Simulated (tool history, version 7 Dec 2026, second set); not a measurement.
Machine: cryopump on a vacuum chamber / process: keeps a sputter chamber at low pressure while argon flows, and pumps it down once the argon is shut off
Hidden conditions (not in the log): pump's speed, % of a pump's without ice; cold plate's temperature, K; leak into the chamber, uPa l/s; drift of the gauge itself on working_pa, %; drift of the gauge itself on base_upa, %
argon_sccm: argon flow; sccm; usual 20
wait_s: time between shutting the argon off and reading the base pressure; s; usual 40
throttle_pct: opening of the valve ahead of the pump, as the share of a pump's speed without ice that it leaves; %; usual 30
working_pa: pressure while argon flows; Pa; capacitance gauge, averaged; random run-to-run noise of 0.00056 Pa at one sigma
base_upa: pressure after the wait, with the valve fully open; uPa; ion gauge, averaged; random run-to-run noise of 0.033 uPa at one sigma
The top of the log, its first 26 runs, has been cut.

| run | hour | argon_sccm | wait_s | throttle_pct | hours of work since the pump was warmed up and emptied | hours of work since the cold head was overhauled | hours of work since the chamber's fittings were tightened | working_pa | base_upa |
|---|---|---|---|---|---|---|---|---|---|
| 27 | 582.6 | 19 | 182 | 18 | 479 | 994 | 1061 | 0.1093 | 2.93 |
| 28 | 606.4 | 19 | 59 | 47 | 498 | 1013 | 1080 | 0.0475 | 3.79 |
|  | 625.0 | pump warmed up, emptied and cooled again |
|  | 639.8 | leaking fittings of the chamber tightened, without venting |
| 29 | 643.4 | 19 | 59 | 47 | 13 | 1037 | 3 | 0.0400 | 1.26 |
| 30 | 664.9 | 20 | 22 | 25 | 30 | 1055 | 20 | 0.0784 | 3.05 |
| 31 | 685.4 | 33 | 86 | 48 | 47 | 1071 | 36 | 0.0692 | 0.98 |
| 32 | 701.0 | 38 | 20 | 59 | 59 | 1083 | 49 | 0.0640 | 3.38 |
| 33 | 717.9 | 38 | 20 | 59 | 73 | 1097 | 62 | 0.0639 | 3.47 |
| 34 | 736.5 | 38 | 20 | 59 | 87 | 1112 | 77 | 0.0646 | 3.39 |

Branching from run 34: 3 alternative next runs. What would each branch give?
| A | 752.9 | 10 | 84 | 40 | 100 | 1125 | 90 | ? | ? |
| B | 752.9 | 13 | 40 | 30 | 100 | 1125 | 90 | ? | ? |
| C | 752.9 | 38 | 23 | 59 | 100 | 1125 | 90 | ? | ? |

| run | working_pa | base_upa |
|---|---|---|
| A | 0.0246 | 1.15 |
| B | 0.0438 | 1.92 |
| C | 0.0649 | 3.12 |
What these runs would have given with no unlogged condition in the tool:
| run | working_pa | base_upa |
|---|---|---|
| A | 0.0239 | 0.96 |
| B | 0.0429 | 1.73 |
| C | 0.0622 | 2.93 |
